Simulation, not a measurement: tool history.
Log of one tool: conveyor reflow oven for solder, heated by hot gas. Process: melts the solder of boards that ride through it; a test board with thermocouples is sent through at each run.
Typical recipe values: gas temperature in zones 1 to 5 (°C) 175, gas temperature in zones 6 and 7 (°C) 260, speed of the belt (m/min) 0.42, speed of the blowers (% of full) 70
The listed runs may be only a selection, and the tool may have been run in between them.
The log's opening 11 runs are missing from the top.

run,hour,gas temperature in zones 1 to 5 (°C),gas temperature in zones 6 and 7 (°C),speed of the belt (m/min),speed of the blowers (% of full),highest temperature of the board (°C),time above the solder's melting point (s)
# hour 472.1: thermocouples of zones 6 and 7 changed
12,472.2,175,271,0.42,70,257.5,92.5
13,524.8,175,271,0.42,70,257.5,92.7
14,558.3,175,260,0.42,69,247.4,81.8
15,585.4,166,260,0.42,70,246.1,75.6
16,615.9,175,260,0.432,70,246.5,78.5
17,677.7,169,260,0.403,70,247.6,83.5
18,716.5,169,260,0.403,70,247.5,83
19,779.8,162,262,0.477,65,241.1,55.8
# hour 810.9: flux residue cleaned out of gas plates and filters
20,834.7,170,260,0.423,70,247.8,79.9
21,896.6,171,266,0.42,68,253.2,86.6
22,948,171,266,0.42,68,253.2,86.5
23,989.9,186,260,0.37,70,252.8,109.7
24,1052.7,186,273,0.37,52,261.5,116
25,1080.9,179,260,0.403,70,250.1,92.5
26,1146.2,168,260,0.403,67,247.8,83.4
27,1177.7,168,272,0.346,67,263.2,116.3
28,1217.6,179,260,0.346,67,252.5,112.9
29,1261.7,179,260,0.346,67,252.8,112.5
30,1298.7,179,260,0.346,67,252.8,113.2

Expected results for the next run?
31,1326,175,258,0.42,62,?,?

{"run 31": {"highest temperature of the board (°C)": 244.6, "time above the solder's melting point (s)": 78}}
The same run, on a tool lacking any hidden state, would have yielded highest temperature of the board (°C) 244.7, time above the solder's melting point (s) 78.2.

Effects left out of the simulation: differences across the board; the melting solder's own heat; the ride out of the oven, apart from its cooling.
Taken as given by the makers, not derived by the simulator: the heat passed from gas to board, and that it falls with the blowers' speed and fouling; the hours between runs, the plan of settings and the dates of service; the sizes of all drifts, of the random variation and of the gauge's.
